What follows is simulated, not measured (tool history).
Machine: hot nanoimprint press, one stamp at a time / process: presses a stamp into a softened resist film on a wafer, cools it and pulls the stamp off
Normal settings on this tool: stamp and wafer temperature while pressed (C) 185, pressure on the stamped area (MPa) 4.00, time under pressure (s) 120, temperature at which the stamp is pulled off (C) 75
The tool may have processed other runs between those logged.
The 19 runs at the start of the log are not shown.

run,hour,stamp and wafer temperature while pressed (C),pressure on the stamped area (MPa),time under pressure (s),temperature at which the stamp is pulled off (C),resist left under the stamp's widest pad (angstrom),greatest force while the stamp is pulled off (N)
20,570.7,196,3.05,61,76,1823,208
# hour 588.6: plate thermocouple calibrated, once more
21,610.1,196,3.05,61,76,2025,225
22,628.8,196,6.29,100,76,1214,231
23,658.3,179,6.29,100,76,2267,229
# hour 681.9: stamp cleaned and given a new release coat
24,702.5,178,2.51,91,75,3242,217
25,740.1,189,4.00,120,75,1720,222
26,770.6,195,2.54,141,69,1606,261
27,790.3,194,5.43,110,75,1309,225

For run 28, what comes out?
28,813.7,185,3.55,120,72,?,?

resist left under the stamp's widest pad (angstrom): 2111
greatest force while the stamp is pulled off (N): 243
With the hidden condition absent and the run-to-run variation left alone, this run would have shown resist left under the stamp's widest pad (angstrom) 2085, greatest force while the stamp is pulled off (N) 217.

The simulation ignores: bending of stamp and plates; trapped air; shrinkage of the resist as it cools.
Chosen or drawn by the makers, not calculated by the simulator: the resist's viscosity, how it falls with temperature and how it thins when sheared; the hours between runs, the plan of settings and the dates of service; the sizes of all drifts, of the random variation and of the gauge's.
